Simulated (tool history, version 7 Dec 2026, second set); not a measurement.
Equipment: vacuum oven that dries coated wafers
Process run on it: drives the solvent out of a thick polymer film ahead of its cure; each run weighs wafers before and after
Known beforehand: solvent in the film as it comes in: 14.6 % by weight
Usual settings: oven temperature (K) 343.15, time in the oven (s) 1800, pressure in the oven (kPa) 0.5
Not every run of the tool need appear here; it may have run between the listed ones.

Run 1, day 0: usual settings. Result: solvent left in the film (%) 1.32.
Run 2, day 3.546: usual settings. Result: solvent left in the film (%) 1.32.
Run 3, day 7.725: usual settings but oven temperature (K) 332.15. Result: solvent left in the film (%) 4.09.
Run 4, day 11.771: usual settings. Result: solvent left in the film (%) 1.29.
Run 5, day 15.746: usual settings. Result: solvent left in the film (%) 1.31.
Run 6, day 17.45: usual settings. Result: solvent left in the film (%) 1.32.
Run 7, day 20.171: usual settings. Result: solvent left in the film (%) 1.32.
Run 8, day 23.917: usual settings. Result: solvent left in the film (%) 1.34.
Run 9, day 26.621: usual settings. Result: solvent left in the film (%) 1.31.
Run 10, day 28.475: usual settings. Result: solvent left in the film (%) 1.32.
Run 11, day 31.021: usual settings. Result: solvent left in the film (%) 1.3.
Run 12, day 33.754: usual settings. Result: solvent left in the film (%) 1.34.
Run 13, day 36.525: usual settings but time in the oven (s) 1080. Result: solvent left in the film (%) 3.05.
Run 14, day 39.771: usual settings but time in the oven (s) 1080. Result: solvent left in the film (%) 3.06.
Run 15, day 42.262: usual settings but time in the oven (s) 1560. Result: solvent left in the film (%) 1.72.
Run 16, day 44.962: usual settings but time in the oven (s) 1560. Result: solvent left in the film (%) 1.73.
Run 17, day 47.521: usual settings but oven temperature (K) 331.15, time in the oven (s) 1560. Result: solvent left in the film (%) 4.96.
Run 18, day 49.3: usual settings but oven temperature (K) 331.15, time in the oven (s) 1560. Result: solvent left in the film (%) 5.01.
Run 19, day 51.675: usual settings but oven temperature (K) 349.15, pressure in the oven (kPa) 1.238. Result: solvent left in the film (%) 0.77.
Run 20, day 54.7: usual settings but oven temperature (K) 349.15, pressure in the oven (kPa) 1.238. Result: solvent left in the film (%) 0.75.
Run 21, day 58.592: usual settings but oven temperature (K) 328.15, time in the oven (s) 2520, pressure in the oven (kPa) 1.747. Result: solvent left in the film (%) 4.63.
Run 22, day 61.217: usual settings but oven temperature (K) 346.15, time in the oven (s) 3120. Result: solvent left in the film (%) 0.25.
Run 23, day 64.488: usual settings but time in the oven (s) 2340, pressure in the oven (kPa) 0.829. Result: solvent left in the film (%) 0.87.
Run 24, day 67.575: usual settings but oven temperature (K) 345.15, time in the oven (s) 1860, pressure in the oven (kPa) 0.434. Result: solvent left in the film (%) 0.89.
Run 25, day 69.462: usual settings but oven temperature (K) 345.15, time in the oven (s) 1860, pressure in the oven (kPa) 0.434. Result: solvent left in the film (%) 0.91.
Run 26, day 72.133: usual settings but time in the oven (s) 900, pressure in the oven (kPa) 0.403. Result: solvent left in the film (%) 3.79.
Run 27, day 73.871: usual settings but oven temperature (K) 332.15, time in the oven (s) 2880, pressure in the oven (kPa) 1.966. Result: solvent left in the film (%) 3.08.
Run 28, day 76.054: usual settings but time in the oven (s) 2940, pressure in the oven (kPa) 0.332. Result: solvent left in the film (%) 0.39.
Run 29, day 78.492: usual settings but time in the oven (s) 2880, pressure in the oven (kPa) 0.614. Result: solvent left in the film (%) 0.52.
Run 30, day 81.025: usual settings but time in the oven (s) 2820, pressure in the oven (kPa) 0.282. Result: solvent left in the film (%) 0.41.
Run 31, day 83.05: usual settings but time in the oven (s) 2820, pressure in the oven (kPa) 0.282. Result: solvent left in the film (%) 0.43.
Run 32, day 86.667: usual settings but time in the oven (s) 960, pressure in the oven (kPa) 1.057. Result: solvent left in the film (%) 3.72.
Run 33, day 89.571: usual settings but time in the oven (s) 2880, pressure in the oven (kPa) 0.288. Result: solvent left in the film (%) 0.4.
Run 34, day 92.567: usual settings but oven temperature (K) 349.15, time in the oven (s) 1140, pressure in the oven (kPa) 1.326. Result: solvent left in the film (%) 1.74.
Run 35, day 94.683: usual settings but time in the oven (s) 2400. Result: solvent left in the film (%) 0.72.

Withheld: 1 entry from between the runs. Position of each, and hidden state at the listed run before versus the listed run after:
From run 13 to run 14: oven's thermocouples calibrated (day 39.054)
  true wafer temperature over the reading, C: -0.01 -> 0

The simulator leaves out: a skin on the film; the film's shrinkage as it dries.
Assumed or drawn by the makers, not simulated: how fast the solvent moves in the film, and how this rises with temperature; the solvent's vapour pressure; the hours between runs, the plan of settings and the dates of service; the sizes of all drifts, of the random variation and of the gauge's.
